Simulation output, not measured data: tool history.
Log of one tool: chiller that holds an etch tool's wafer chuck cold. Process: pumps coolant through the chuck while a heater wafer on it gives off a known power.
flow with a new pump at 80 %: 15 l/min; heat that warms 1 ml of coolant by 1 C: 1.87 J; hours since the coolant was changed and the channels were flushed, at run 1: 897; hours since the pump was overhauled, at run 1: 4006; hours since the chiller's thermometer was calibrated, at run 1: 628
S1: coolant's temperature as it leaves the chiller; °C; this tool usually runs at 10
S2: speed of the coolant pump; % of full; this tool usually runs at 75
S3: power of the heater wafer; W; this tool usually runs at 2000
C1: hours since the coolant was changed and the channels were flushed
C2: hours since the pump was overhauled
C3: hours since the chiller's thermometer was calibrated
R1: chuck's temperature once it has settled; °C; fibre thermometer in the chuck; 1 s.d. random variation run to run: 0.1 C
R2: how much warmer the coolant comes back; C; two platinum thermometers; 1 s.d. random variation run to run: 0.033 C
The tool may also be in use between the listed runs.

run	day	S1	S2	S3	C1	C2	C3	R1	R2
1	0	10	75	2000	897	4006	628	23.4	4.6
2	4.838	10	97	2000	1014	4122	744	21.1	3.46
3	8.438	10	97	2000	1100	4209	830	21.1	3.53
4	12.662	10	97	2000	1201	4310	931	21.4	3.43
5	14.892	10	97	2000	1255	4363	985	21.1	3.39
6	17.85	10	97	2000	1326	4435	1056	21.2	3.41
7	22.758	10	97	2000	1444	4552	1174	21.1	3.38
8	26.188	10	97	1473	1526	4635	1256	18	2.51
9	30.158	15	97	1473	1621	4730	1351	23.4	2.5
10	32.633	15	97	1473	1681	4789	1411	23.2	2.49
11	35.112	15	97	1473	1740	4849	1470	23.4	2.56
12	38.854	5	97	1473	1830	4939	1560	12.9	2.55
13	43.192	10	75	2000	1934	5043	1664	23.3	4.61
14	46.275	10	75	1227	2008	5117	1738	18.1	2.82
15	51.121	10	75	1227	2124	5233	1854	18.2	2.82
16	54.688	10	91	1227	2210	5319	1940	17.1	2.25
17	57.375	10	91	1227	2275	5383	2005	17.2	2.28
18	59.767	3	78	1872	2332	5441	2062	15.1	4.06
19	63.067	19	65	2142	2411	5520	2141	34.9	5.85
20	67.454	19	65	2142	2516	5625	2246	34.7	5.85
21	70.596	19	65	2142	2592	5700	2322	34.9	5.83
22	73.154	2	75	2738	2653	5762	2383	20.1	6.36
23	75.55	16	75	2000	2711	5819	2441	29.2	4.65
24	78.133	15	97	2253	2773	5881	2503	27.6	3.87
25	80.729	15	97	2253	2835	5944	2565	27.6	3.89
26	83.829	15	97	2253	2909	6018	2639	27.5	3.89
27	87.204	15	97	2102	2990	6099	2720	27	3.65

3 ways to go on from here, each from the tool as it stands after run 27. What would each give?
A	90.004	8	65	2692	3058	6166	2788	?	?
B	90.004	5	85	1264	3058	6166	2788	?	?
C	90.004	17	97	2102	3058	6166	2788	?	?

run	R1	R2
A	27.9	7.33
B	13	2.49
C	28.6	3.62
Had the tool no hidden state, the same runs would have come out as:
run	R1	R2
A	27.8	7.32
B	12.9	2.48
C	28.6	3.61

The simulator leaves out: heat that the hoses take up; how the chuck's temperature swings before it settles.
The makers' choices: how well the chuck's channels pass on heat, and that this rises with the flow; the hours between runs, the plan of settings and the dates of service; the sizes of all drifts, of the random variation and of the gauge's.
